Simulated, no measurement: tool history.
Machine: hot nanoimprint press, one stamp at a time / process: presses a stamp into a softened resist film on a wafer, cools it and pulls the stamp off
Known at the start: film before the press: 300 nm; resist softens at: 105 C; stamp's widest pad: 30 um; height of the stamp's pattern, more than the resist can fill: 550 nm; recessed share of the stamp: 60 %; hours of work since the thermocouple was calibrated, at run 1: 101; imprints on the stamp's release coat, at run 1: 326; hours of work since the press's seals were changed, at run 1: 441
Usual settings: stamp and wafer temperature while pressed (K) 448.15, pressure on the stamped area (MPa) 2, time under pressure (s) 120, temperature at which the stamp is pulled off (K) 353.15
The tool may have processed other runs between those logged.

run   hour  stamp and wafer temperature while pressed (K)  pressure on the stamped area (MPa)  time under pressure (s)  temperature at which the stamp is pulled off (K)  hours of work since the thermocouple was calibrated  imprints on the stamp's release coat  hours of work since the press's seals were changed  resist left under the stamp's widest pad (Å)  greatest force while the stamp is pulled off (N)
  1      0                                         448.15                                   2                      120                                            353.15                                                  101                                   326                                                 441                                          1419                                               159
  2    9.7                                         448.15                                   2                       97                                            353.15                                                  107                                   356                                                 447                                          1528                                               149
  3   20.4                                         448.15                                   2                       97                                            353.15                                                  114                                   389                                                 454                                          1523                                               161
  4   30.6                                         448.15                                   2                      120                                            353.15                                                  121                                   420                                                 460                                          1420                                               164
  5   40.7                                         448.15                                2.24                      120                                            353.15                                                  127                                   451                                                 466                                          1336                                               162
  6   57.9                                         448.15                                2.24                      120                                            353.15                                                  138                                   504                                                 477                                          1341                                               163
  7   72.5                                         448.15                                2.24                      120                                            353.15                                                  147                                   549                                                 486                                          1346                                               172
  8   84.5                                         448.15                                2.24                      120                                            353.15                                                  155                                   586                                                 494                                          1339                                               178
  9  104.6                                         448.15                                2.24                      120                                            353.15                                                  167                                   648                                                 507                                          1335                                               178
 10  123.5                                         448.15                                   2                      135                                            353.15                                                  179                                   705                                                 518                                          1369                                               178
 11  139.8                                         448.15                                2.17                      135                                            353.15                                                  189                                   755                                                 529                                          1316                                               172
 12  160.2                                         448.15                                2.17                      135                                            353.15                                                  202                                   818                                                 542                                          1312                                               174
 13  169.9                                         448.15                                 2.7                      120                                            353.15                                                  208                                   848                                                 548                                          1203                                               181
 14  188.2                                         448.15                                 2.7                      120                                            353.15                                                  220                                   904                                                 559                                          1211                                               184
 15  208.9                                         448.15                                 2.7                      120                                            353.15                                                  233                                   968                                                 572                                          1199                                               196
 16  226.4                                         448.15                                3.02                      120                                            353.15                                                  244                                  1022                                                 583                                          1131                                               197
 17  240.4                                         448.15                                3.02                      120                                            353.15                                                  253                                  1065                                                 592                                          1131                                               190
 18  251.6                                         448.15                                   2                       88                                            353.15                                                  260                                  1099                                                 599                                          1560                                               194
 19  273.9                                         448.15                                1.34                      116                                            355.15                                                  274                                  1167                                                 613                                          1763                                               186
 20  292.3                                         455.15                                   2                      182                                            345.15                                                  286                                  1224                                                 625                                          1012                                               221
 21    308                                         455.15                                   2                      182                                            345.15                                                  295                                  1272                                                 635                                          1014                                               240
 22  319.7                                         448.15                                2.45                      120                                            353.15                                                  303                                  1308                                                 642                                          1258                                               207
 23    338                                         448.15                                2.73                      120                                            340.15                                                  314                                  1364                                                 654                                          1196                                               267
 24  354.8                                         448.15                                   2                      175                                            353.15                                                  325                                  1416                                                 664                                          1253                                               220
 25  364.8                                         448.15                                   2                      175                                            353.15                                                  331                                  1447                                                 671                                          1250                                               214
     385.6  -- stamp cleaned and given a new release coat
 26  385.9                                         454.15                                 1.6                      130                                            353.15                                                  341                                     1                                                 680                                          1317                                               139
 27    407                                         451.15                                2.01                      199                                            348.15                                                  354                                    66                                                 693                                          1095                                               157
 28  425.4                                         448.15                                2.25                      120                                            350.15                                                  366                                   122                                                 705                                          1322                                               157
 29  447.6                                         448.15                                2.25                      120                                            350.15                                                  380                                   190                                                 719                                          1326                                               152
 30  467.3                                         446.15                                1.86                      120                                            353.15                                                  392                                   251                                                 731                                          1553                                               150
     472.4  -- plate thermocouple calibrated
 31    486                                         446.15                                1.86                      120                                            353.15                                                    9                                   299                                                 741                                          1596                                               155

Forecast each of these 3 alternatives for the next run:
  A  500.3                                         446.15                                1.46                      120                                            339.15                                                   18                                   343                                                 750                                             ?                                                 ?
  B  500.3                                         448.15                                1.46                      120                                            353.15                                                   18                                   343                                                 750                                             ?                                                 ?
  C  500.3                                         448.15                                1.48                      120                                            358.15                                                   18                                   343                                                 750                                             ?                                                 ?

run  resist left under the stamp's widest pad (Å)  greatest force while the stamp is pulled off (N)
  A                                          1788                                               198
  B                                          1704                                               159
  C                                          1696                                               150
Take away the tool's hidden state, keep each run's random variation, and the runs would have read:
run  resist left under the stamp's widest pad (Å)  greatest force while the stamp is pulled off (N)
  A                                          1757                                               176
  B                                          1673                                               142
  C                                          1665                                               134

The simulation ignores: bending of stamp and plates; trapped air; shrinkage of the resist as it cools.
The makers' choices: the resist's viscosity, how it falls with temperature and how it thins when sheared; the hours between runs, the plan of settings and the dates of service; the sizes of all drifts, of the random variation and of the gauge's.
